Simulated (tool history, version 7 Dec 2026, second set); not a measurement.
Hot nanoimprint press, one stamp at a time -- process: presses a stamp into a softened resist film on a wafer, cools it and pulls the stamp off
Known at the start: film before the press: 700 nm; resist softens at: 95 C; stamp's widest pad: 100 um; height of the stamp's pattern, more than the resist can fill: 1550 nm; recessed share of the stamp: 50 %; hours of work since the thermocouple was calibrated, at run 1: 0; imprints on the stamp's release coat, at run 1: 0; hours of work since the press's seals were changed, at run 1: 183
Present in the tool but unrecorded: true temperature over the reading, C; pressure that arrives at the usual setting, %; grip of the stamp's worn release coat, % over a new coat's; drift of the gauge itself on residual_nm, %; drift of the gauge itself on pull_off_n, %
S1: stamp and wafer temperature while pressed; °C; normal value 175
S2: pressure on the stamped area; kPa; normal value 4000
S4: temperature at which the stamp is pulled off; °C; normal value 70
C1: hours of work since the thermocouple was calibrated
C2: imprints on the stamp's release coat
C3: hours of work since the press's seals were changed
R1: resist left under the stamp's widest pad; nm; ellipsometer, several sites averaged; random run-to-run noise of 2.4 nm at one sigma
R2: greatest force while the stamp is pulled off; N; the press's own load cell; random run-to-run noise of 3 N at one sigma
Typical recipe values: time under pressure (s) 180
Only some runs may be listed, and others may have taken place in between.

{"run": 1, "hour": 0.0, "S1": 175, "S2": 4000, "time under pressure (s)": 180, "S4": 70, "C1": 0, "C2": 0, "C3": 183, "R1": 396.4, "R2": 140}
{"run": 2, "hour": 85.6, "S1": 175, "S2": 4000, "time under pressure (s)": 180, "S4": 70, "C1": 43, "C2": 194, "C3": 226, "R1": 397.3, "R2": 146}
{"run": 3, "hour": 161.2, "S1": 175, "S2": 4000, "time under pressure (s)": 180, "S4": 70, "C1": 80, "C2": 366, "C3": 264, "R1": 394.1, "R2": 157}
{"run": 4, "hour": 208.2, "S1": 175, "S2": 4000, "time under pressure (s)": 325, "S4": 70, "C1": 104, "C2": 472, "C3": 287, "R1": 328.7, "R2": 160}
{"run": 5, "hour": 288.0, "S1": 175, "S2": 4000, "time under pressure (s)": 180, "S4": 55, "C1": 143, "C2": 653, "C3": 327, "R1": 403.7, "R2": 224}
{"run": 6, "hour": 351.4, "S1": 175, "S2": 4000, "time under pressure (s)": 319, "S4": 70, "C1": 175, "C2": 797, "C3": 358, "R1": 328.4, "R2": 166}
{"run": 7, "hour": 427.4, "S1": 175, "S2": 4000, "time under pressure (s)": 319, "S4": 70, "C1": 213, "C2": 970, "C3": 396, "R1": 338.1, "R2": 170}
{"run": 8, "hour": 504.2, "S1": 175, "S2": 4000, "time under pressure (s)": 319, "S4": 70, "C1": 251, "C2": 1144, "C3": 434, "R1": 334.3, "R2": 182}
{"run": 9, "hour": 569.4, "S1": 175, "S2": 4000, "time under pressure (s)": 319, "S4": 70, "C1": 283, "C2": 1292, "C3": 467, "R1": 337.6, "R2": 197}
{"run": 10, "hour": 618.9, "S1": 175, "S2": 4000, "time under pressure (s)": 319, "S4": 70, "C1": 308, "C2": 1404, "C3": 492, "R1": 336, "R2": 194}
{"run": 11, "hour": 673.6, "S1": 175, "S2": 4000, "time under pressure (s)": 180, "S4": 62, "C1": 335, "C2": 1528, "C3": 519, "R1": 410.2, "R2": 241}
{"run": 12, "hour": 721.4, "S1": 175, "S2": 4000, "time under pressure (s)": 180, "S4": 62, "C1": 359, "C2": 1636, "C3": 543, "R1": 410.7, "R2": 252}
{"run": 13, "hour": 761.2, "S1": 175, "S2": 4000, "time under pressure (s)": 180, "S4": 62, "C1": 379, "C2": 1726, "C3": 562, "R1": 408.8, "R2": 246}
{"run": 14, "hour": 797.9, "S1": 175, "S2": 4000, "time under pressure (s)": 180, "S4": 62, "C1": 397, "C2": 1810, "C3": 581, "R1": 416.3, "R2": 260}
{"hour": 856.6, "done": "stamp cleaned and given a new release coat"}
{"run": 15, "hour": 857.4, "S1": 175, "S2": 4000, "time under pressure (s)": 180, "S4": 62, "C1": 424, "C2": 2, "C3": 607, "R1": 411.6, "R2": 172}
{"hour": 865.1, "done": "plate thermocouple calibrated"}
{"run": 16, "hour": 918.0, "S1": 175, "S2": 4950, "time under pressure (s)": 299, "S4": 70, "C1": 26, "C2": 133, "C3": 636, "R1": 308.4, "R2": 148}
{"run": 17, "hour": 963.7, "S1": 175, "S2": 4950, "time under pressure (s)": 139, "S4": 59, "C1": 49, "C2": 236, "C3": 659, "R1": 407.6, "R2": 194}
{"run": 18, "hour": 1031.3, "S1": 175, "S2": 4950, "time under pressure (s)": 146, "S4": 69, "C1": 83, "C2": 390, "C3": 692, "R1": 408.2, "R2": 152}
{"run": 19, "hour": 1071.1, "S1": 167, "S2": 5080, "time under pressure (s)": 180, "S4": 70, "C1": 103, "C2": 480, "C3": 712, "R1": 497.6, "R2": 158}
{"run": 20, "hour": 1118.9, "S1": 167, "S2": 5080, "time under pressure (s)": 180, "S4": 70, "C1": 126, "C2": 588, "C3": 736, "R1": 501.7, "R2": 164}
{"run": 21, "hour": 1172.9, "S1": 175, "S2": 6030, "time under pressure (s)": 180, "S4": 70, "C1": 153, "C2": 711, "C3": 763, "R1": 350.4, "R2": 165}
{"run": 22, "hour": 1224.2, "S1": 175, "S2": 4160, "time under pressure (s)": 145, "S4": 69, "C1": 179, "C2": 827, "C3": 788, "R1": 431.1, "R2": 177}
{"run": 23, "hour": 1262.5, "S1": 178, "S2": 4160, "time under pressure (s)": 217, "S4": 69, "C1": 198, "C2": 914, "C3": 807, "R1": 336.1, "R2": 179}
{"hour": 1309.8, "done": "press's hydraulic seals changed and the load cell set to zero"}
{"run": 24, "hour": 1312.2, "S1": 184, "S2": 4160, "time under pressure (s)": 217, "S4": 62, "C1": 219, "C2": 1008, "C3": 1, "R1": 252.3, "R2": 223}
{"run": 25, "hour": 1397.7, "S1": 175, "S2": 4000, "time under pressure (s)": 116, "S4": 60, "C1": 261, "C2": 1202, "C3": 44, "R1": 459.5, "R2": 242}
{"run": 26, "hour": 1486.0, "S1": 165, "S2": 4000, "time under pressure (s)": 180, "S4": 70, "C1": 305, "C2": 1403, "C3": 88, "R1": 552.9, "R2": 192}
{"run": 27, "hour": 1568.8, "S1": 165, "S2": 4000, "time under pressure (s)": 180, "S4": 70, "C1": 346, "C2": 1590, "C3": 129, "R1": 561.6, "R2": 206}

What if the next run were any one of these 5? Each begins from the tool's condition after run 27:
{"run": "A", "hour": 1648.2, "S1": 181, "S2": 4350, "time under pressure (s)": 99, "S4": 70, "C1": 386, "C2": 1771, "C3": 168, "R1": "?", "R2": "?"}
{"run": "B", "hour": 1648.2, "S1": 166, "S2": 4000, "time under pressure (s)": 99, "S4": 70, "C1": 386, "C2": 1771, "C3": 168, "R1": "?", "R2": "?"}
{"run": "C", "hour": 1648.2, "S1": 183, "S2": 4360, "time under pressure (s)": 180, "S4": 76, "C1": 386, "C2": 1771, "C3": 168, "R1": "?", "R2": "?"}
{"run": "D", "hour": 1648.2, "S1": 170, "S2": 5610, "time under pressure (s)": 120, "S4": 70, "C1": 386, "C2": 1771, "C3": 168, "R1": "?", "R2": "?"}
{"run": "E", "hour": 1648.2, "S1": 184, "S2": 4000, "time under pressure (s)": 238, "S4": 66, "C1": 386, "C2": 1771, "C3": 168, "R1": "?", "R2": "?"}

run=A R1=379.4 R2=211
run=B R1=605.2 R2=210
run=C R1=280.6 R2=176
run=D R1=489 R2=205
run=E R1=246.9 R2=233
Had the tool no hidden state, the same runs would have come out as:
run=A R1=369.7 R2=140
run=B R1=598.2 R2=140
run=C R1=272.4 R2=117
run=D R1=477.9 R2=136
run=E R1=239.6 R2=156

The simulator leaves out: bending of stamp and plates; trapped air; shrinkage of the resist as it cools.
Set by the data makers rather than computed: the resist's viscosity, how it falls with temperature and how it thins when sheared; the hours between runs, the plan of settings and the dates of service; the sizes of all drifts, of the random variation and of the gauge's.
